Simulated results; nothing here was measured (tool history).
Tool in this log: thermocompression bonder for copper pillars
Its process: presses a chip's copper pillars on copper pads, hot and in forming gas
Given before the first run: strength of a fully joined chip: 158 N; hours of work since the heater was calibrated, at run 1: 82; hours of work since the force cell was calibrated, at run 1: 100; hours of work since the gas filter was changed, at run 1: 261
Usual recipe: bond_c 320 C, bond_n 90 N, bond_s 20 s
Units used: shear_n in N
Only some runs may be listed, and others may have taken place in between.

run,day,bond_c,bond_n,bond_s,hours of work since the heater was calibrated,hours of work since the force cell was calibrated,hours of work since the gas filter was changed,shear_n
1,0.000,320,90,20,82,100,261,96.6
2,0.325,315,90,20,86,104,265,93.0
3,0.688,315,90,20,90,108,269,93.4
4,1.125,315,90,20,95,113,274,92.8
5,1.483,315,90,20,99,117,278,91.4
# day 1.817: forming gas filter changed
6,2.025,320,90,10,105,123,2,82.1
7,2.483,320,90,11,110,128,8,85.3
8,2.742,320,130,20,113,131,10,125.1

Run 9 has not been measured yet. What should we expect?
9,3.158,298,120,20,118,136,15,?

Run 9 measured shear_n 102.5 N.
Had the tool carried no hidden state, the very same run would have given shear_n 100.2 N.
